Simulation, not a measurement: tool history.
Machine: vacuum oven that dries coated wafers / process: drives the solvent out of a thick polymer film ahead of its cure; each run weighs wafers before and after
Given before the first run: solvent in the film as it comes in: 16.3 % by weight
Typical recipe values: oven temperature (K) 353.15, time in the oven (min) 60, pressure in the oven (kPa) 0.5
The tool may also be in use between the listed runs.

| run | hour | oven temperature (K) | time in the oven (min) | pressure in the oven (kPa) | solvent left in the film (%) |
|---|---|---|---|---|---|
| 1 | 0 | 353.15 | 60 | 0.5 | 0.78 |
| 2 | 72.2 | 353.15 | 88 | 0.5 | 0.42 |
| 3 | 130.8 | 353.15 | 60 | 0.5 | 0.71 |
| 4 | 191.2 | 353.15 | 60 | 0.5 | 0.75 |
| 5 | 251.3 | 353.15 | 60 | 0.5 | 0.76 |
| 6 | 320.7 | 353.15 | 60 | 0.5 | 0.74 |
| 7 | 377.1 | 353.15 | 34 | 0.5 | 2.05 |
| 8 | 443.2 | 364.15 | 60 | 0.5 | 0.25 |
| 9 | 531.7 | 353.15 | 60 | 0.5 | 0.69 |
| 10 | 575.1 | 357.15 | 60 | 0.5 | 0.47 |
| 11 | 619.2 | 357.15 | 60 | 0.5 | 0.45 |
| 12 | 667 | 353.15 | 60 | 0.5 | 0.76 |
| 13 | 726.5 | 353.15 | 60 | 0.5 | 0.66 |
| 14 | 802.9 | 353.15 | 60 | 0.5 | 0.7 |
| 15 | 858.4 | 345.15 | 31 | 0.836 | 4.55 |
| 16 | 936.7 | 345.15 | 31 | 0.836 | 4.64 |
| 17 | 997.2 | 352.15 | 62 | 0.363 | 0.73 |
| 18 | 1092.7 | 360.15 | 32 | 0.258 | 0.86 |
| 19 | 1162.7 | 364.15 | 49 | 1.706 | 0.75 |
| 20 | 1229.9 | 364.15 | 49 | 1.706 | 0.69 |
| 21 | 1281.9 | 364.15 | 49 | 1.706 | 0.77 |
|  | 1294.2 | oven's thermocouples calibrated |
| 22 | 1340.1 | 340.15 | 91 | 0.375 | 1.8 |
| 23 | 1409.6 | 365.15 | 62 | 0.375 | 0.22 |
| 24 | 1473.6 | 354.15 | 49 | 0.375 | 0.94 |
| 25 | 1544.6 | 354.15 | 49 | 0.375 | 0.99 |
| 26 | 1595.5 | 344.15 | 104 | 0.99 | 1.39 |
| 27 | 1650.6 | 360.15 | 99 | 1.748 | 0.89 |

Forecast each of these 4 alternatives for the next run:
| A | 1692.1 | 338.15 | 60 | 0.953 | ? |
| B | 1692.1 | 363.15 | 38 | 0.5 | ? |
| C | 1692.1 | 360.15 | 99 | 0.494 | ? |
| D | 1692.1 | 351.15 | 99 | 1.284 | ? |

| run | solvent left in the film (%) |
|---|---|
| A | 4.16 |
| B | 0.54 |
| C | 0.37 |
| D | 1.01 |
With no hidden state in the tool, these same runs would have given:
| run | solvent left in the film (%) |
|---|---|
| A | 4.22 |
| B | 0.48 |
| C | 0.22 |
| D | 0.84 |
